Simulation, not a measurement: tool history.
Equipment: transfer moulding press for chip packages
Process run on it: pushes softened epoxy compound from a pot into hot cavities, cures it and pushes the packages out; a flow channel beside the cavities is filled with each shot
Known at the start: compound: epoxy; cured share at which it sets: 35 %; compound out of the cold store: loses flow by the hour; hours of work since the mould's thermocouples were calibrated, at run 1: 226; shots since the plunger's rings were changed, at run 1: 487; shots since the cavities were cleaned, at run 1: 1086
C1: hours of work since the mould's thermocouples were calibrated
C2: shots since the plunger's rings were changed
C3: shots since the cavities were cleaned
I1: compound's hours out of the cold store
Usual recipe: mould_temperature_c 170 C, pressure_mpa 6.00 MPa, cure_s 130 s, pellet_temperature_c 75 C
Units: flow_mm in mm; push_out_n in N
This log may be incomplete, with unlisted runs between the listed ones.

run 1 hour=0.0 | mould_temperature_c=170 pressure_mpa=6.00 cure_s=130 pellet_temperature_c=75 | C1=226 C2=487 C3=1086 | I1=14.4 | flow_mm=908 push_out_n=538
-- hour=12.9 cavities cleaned with cleaning compound and waxed
run 2 hour=55.6 | mould_temperature_c=170 pressure_mpa=6.00 cure_s=130 pellet_temperature_c=75 | C1=267 C2=1055 C3=449 | I1=30.7 | flow_mm=833 push_out_n=441
-- hour=131.7 cavities cleaned with cleaning compound and waxed
run 3 hour=135.7 | mould_temperature_c=170 pressure_mpa=6.00 cure_s=130 pellet_temperature_c=75 | C1=326 C2=1882 C3=42 | I1=20.3 | flow_mm=870 push_out_n=272
run 4 hour=209.0 | mould_temperature_c=170 pressure_mpa=6.00 cure_s=130 pellet_temperature_c=75 | C1=380 C2=2653 C3=813 | I1=23.7 | flow_mm=846 push_out_n=502
-- hour=250.7 cavities cleaned with cleaning compound and waxed
run 5 hour=256.3 | mould_temperature_c=170 pressure_mpa=6.00 cure_s=130 pellet_temperature_c=75 | C1=415 C2=3134 C3=59 | I1=30.4 | flow_mm=821 push_out_n=273
run 6 hour=335.4 | mould_temperature_c=170 pressure_mpa=6.00 cure_s=114 pellet_temperature_c=75 | C1=474 C2=3965 C3=890 | I1=42.4 | flow_mm=768 push_out_n=615
-- hour=369.1 cavities cleaned with cleaning compound and waxed
run 7 hour=406.2 | mould_temperature_c=170 pressure_mpa=6.00 cure_s=130 pellet_temperature_c=75 | C1=526 C2=4693 C3=389 | I1=26.5 | flow_mm=816 push_out_n=397
run 8 hour=467.9 | mould_temperature_c=170 pressure_mpa=6.00 cure_s=130 pellet_temperature_c=75 | C1=572 C2=5342 C3=1038 | I1=13.9 | flow_mm=861 push_out_n=507
-- hour=487.9 cavities cleaned with cleaning compound and waxed
run 9 hour=523.0 | mould_temperature_c=170 pressure_mpa=6.00 cure_s=130 pellet_temperature_c=75 | C1=612 C2=5905 C3=368 | I1=12.8 | flow_mm=873 push_out_n=416
-- hour=572.7 plunger's sealing rings changed
run 10 hour=602.1 | mould_temperature_c=170 pressure_mpa=6.00 cure_s=130 pellet_temperature_c=75 | C1=669 C2=310 C3=1174 | I1=15.7 | flow_mm=891 push_out_n=514
-- hour=610.0 cavities cleaned with cleaning compound and waxed
run 11 hour=680.4 | mould_temperature_c=170 pressure_mpa=6.00 cure_s=130 pellet_temperature_c=75 | C1=727 C2=1117 C3=740 | I1=9.1 | flow_mm=927 push_out_n=483
-- hour=726.5 cavities cleaned with cleaning compound and waxed
run 12 hour=733.8 | mould_temperature_c=164 pressure_mpa=6.00 cure_s=130 pellet_temperature_c=75 | C1=765 C2=1663 C3=77 | I1=38.6 | flow_mm=799 push_out_n=374
run 13 hour=771.3 | mould_temperature_c=164 pressure_mpa=6.00 cure_s=130 pellet_temperature_c=75 | C1=793 C2=2057 C3=471 | I1=10.6 | flow_mm=918 push_out_n=668
run 14 hour=820.3 | mould_temperature_c=164 pressure_mpa=6.00 cure_s=130 pellet_temperature_c=75 | C1=830 C2=2572 C3=986 | I1=34.1 | flow_mm=822 push_out_n=706
-- hour=844.7 cavities cleaned with cleaning compound and waxed
-- hour=861.7 mould's thermocouples calibrated
run 15 hour=892.0 | mould_temperature_c=164 pressure_mpa=6.00 cure_s=130 pellet_temperature_c=75 | C1=23 C2=3289 C3=477 | I1=25.0 | flow_mm=850 push_out_n=661
-- hour=962.7 cavities cleaned with cleaning compound and waxed
run 16 hour=962.7 | mould_temperature_c=170 pressure_mpa=7.39 cure_s=123 pellet_temperature_c=75 | C1=74 C2=4017 C3=0 | I1=37.7 | flow_mm=869 push_out_n=275
run 17 hour=998.7 | mould_temperature_c=170 pressure_mpa=5.34 cure_s=130 pellet_temperature_c=78 | C1=101 C2=4395 C3=378 | I1=12.4 | flow_mm=823 push_out_n=426
run 18 hour=1043.9 | mould_temperature_c=178 pressure_mpa=7.22 cure_s=151 pellet_temperature_c=72 | C1=135 C2=4870 C3=853 | I1=41.5 | flow_mm=827 push_out_n=378
-- hour=1083.4 cavities cleaned with cleaning compound and waxed
run 19 hour=1099.9 | mould_temperature_c=178 pressure_mpa=4.83 cure_s=151 pellet_temperature_c=72 | C1=176 C2=5443 C3=174 | I1=19.0 | flow_mm=746 push_out_n=263
run 20 hour=1165.8 | mould_temperature_c=164 pressure_mpa=6.84 cure_s=118 pellet_temperature_c=73 | C1=225 C2=6135 C3=866 | I1=37.0 | flow_mm=846 push_out_n=909
-- hour=1198.9 plunger's sealing rings changed
-- hour=1206.4 cavities cleaned with cleaning compound and waxed
run 21 hour=1235.8 | mould_temperature_c=172 pressure_mpa=6.00 cure_s=121 pellet_temperature_c=75 | C1=275 C2=372 C3=309 | I1=18.3 | flow_mm=892 push_out_n=399
run 22 hour=1313.1 | mould_temperature_c=172 pressure_mpa=6.00 cure_s=121 pellet_temperature_c=75 | C1=332 C2=1185 C3=1122 | I1=25.0 | flow_mm=846 push_out_n=522
-- hour=1327.5 cavities cleaned with cleaning compound and waxed
run 23 hour=1368.2 | mould_temperature_c=172 pressure_mpa=5.20 cure_s=121 pellet_temperature_c=75 | C1=372 C2=1748 C3=428 | I1=8.2 | flow_mm=849 push_out_n=443
run 24 hour=1414.0 | mould_temperature_c=172 pressure_mpa=5.20 cure_s=152 pellet_temperature_c=71 | C1=407 C2=2229 C3=909 | I1=15.0 | flow_mm=816 push_out_n=425
-- hour=1443.1 cavities cleaned with cleaning compound and waxed
run 25 hour=1469.6 | mould_temperature_c=172 pressure_mpa=5.20 cure_s=126 pellet_temperature_c=80 | C1=447 C2=2798 C3=278 | I1=36.1 | flow_mm=740 push_out_n=359
run 26 hour=1513.6 | mould_temperature_c=176 pressure_mpa=4.76 cure_s=130 pellet_temperature_c=75 | C1=480 C2=3261 C3=741 | I1=29.3 | flow_mm=711 push_out_n=421
-- hour=1562.1 cavities cleaned with cleaning compound and waxed
run 27 hour=1587.9 | mould_temperature_c=170 pressure_mpa=7.04 cure_s=152 pellet_temperature_c=75 | C1=534 C2=4026 C3=271 | I1=17.5 | flow_mm=940 push_out_n=315

3 ways to go on from here, each from the tool as it stands after run 27. What would each give?
run A hour=1647.0 | mould_temperature_c=170 pressure_mpa=7.04 cure_s=110 pellet_temperature_c=67 | C1=579 C2=4647 C3=892 | I1=25.3 | flow_mm=? push_out_n=?
run B hour=1647.0 | mould_temperature_c=170 pressure_mpa=5.61 cure_s=135 pellet_temperature_c=68 | C1=579 C2=4647 C3=892 | I1=47.0 | flow_mm=? push_out_n=?
run C hour=1647.0 | mould_temperature_c=176 pressure_mpa=7.04 cure_s=116 pellet_temperature_c=82 | C1=579 C2=4647 C3=892 | I1=46.7 | flow_mm=? push_out_n=?

run=A flow_mm=895 push_out_n=682
run=B flow_mm=716 push_out_n=453
run=C flow_mm=805 push_out_n=440
Had the tool no hidden state, the same runs would have come out as:
run=A flow_mm=933 push_out_n=338
run=B flow_mm=746 push_out_n=219
run=C flow_mm=838 push_out_n=215

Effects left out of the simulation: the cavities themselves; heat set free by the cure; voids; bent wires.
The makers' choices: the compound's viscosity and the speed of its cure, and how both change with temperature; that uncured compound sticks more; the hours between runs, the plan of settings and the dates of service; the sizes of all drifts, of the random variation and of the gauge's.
